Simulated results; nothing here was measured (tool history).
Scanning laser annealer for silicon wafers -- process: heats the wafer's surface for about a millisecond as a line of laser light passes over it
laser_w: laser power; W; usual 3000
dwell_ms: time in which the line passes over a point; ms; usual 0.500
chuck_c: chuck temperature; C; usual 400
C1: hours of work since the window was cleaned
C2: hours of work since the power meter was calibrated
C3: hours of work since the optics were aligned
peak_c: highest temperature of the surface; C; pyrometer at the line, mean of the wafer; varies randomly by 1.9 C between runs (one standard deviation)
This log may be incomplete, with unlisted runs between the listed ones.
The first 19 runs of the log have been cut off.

{"run": 20, "day": 60.65, "laser_w": 3000, "dwell_ms": 0.5, "chuck_c": 400, "C1": 619, "C2": 1434, "C3": 235, "peak_c": 1116}
{"run": 21, "day": 62.558, "laser_w": 3000, "dwell_ms": 0.5, "chuck_c": 400, "C1": 641, "C2": 1457, "C3": 257, "peak_c": 1115}
{"day": 65.65, "done": "window over the wafer cleaned"}
{"run": 22, "day": 66.496, "laser_w": 2915, "dwell_ms": 0.583, "chuck_c": 365, "C1": 10, "C2": 1502, "C3": 303, "peak_c": 1150}
{"run": 23, "day": 70.142, "laser_w": 2965, "dwell_ms": 0.515, "chuck_c": 405, "C1": 53, "C2": 1545, "C3": 345, "peak_c": 1148}
{"run": 24, "day": 74.379, "laser_w": 2965, "dwell_ms": 0.515, "chuck_c": 378, "C1": 102, "C2": 1594, "C3": 395, "peak_c": 1117}
{"run": 25, "day": 77.821, "laser_w": 3135, "dwell_ms": 0.364, "chuck_c": 363, "C1": 142, "C2": 1634, "C3": 435, "peak_c": 1003}
{"run": 26, "day": 81.875, "laser_w": 3135, "dwell_ms": 0.364, "chuck_c": 363, "C1": 190, "C2": 1682, "C3": 483, "peak_c": 1003}
{"run": 27, "day": 83.808, "laser_w": 2777, "dwell_ms": 0.364, "chuck_c": 361, "C1": 212, "C2": 1704, "C3": 505, "peak_c": 923}
{"run": 28, "day": 86.438, "laser_w": 2777, "dwell_ms": 0.364, "chuck_c": 361, "C1": 243, "C2": 1735, "C3": 536, "peak_c": 925}
{"run": 29, "day": 89.479, "laser_w": 2627, "dwell_ms": 0.531, "chuck_c": 398, "C1": 279, "C2": 1771, "C3": 572, "peak_c": 1053}
{"run": 30, "day": 93.75, "laser_w": 2627, "dwell_ms": 0.441, "chuck_c": 361, "C1": 329, "C2": 1821, "C3": 621, "peak_c": 948}

Estimate the outcome of run 31 from the log above:
{"run": 31, "day": 95.883, "laser_w": 2627, "dwell_ms": 0.441, "chuck_c": 361, "C1": 354, "C2": 1846, "C3": 646, "peak_c": "?"}

peak_c: 948 C
With the hidden condition absent and the run-to-run variation left alone, this run would have shown peak_c 971 C.
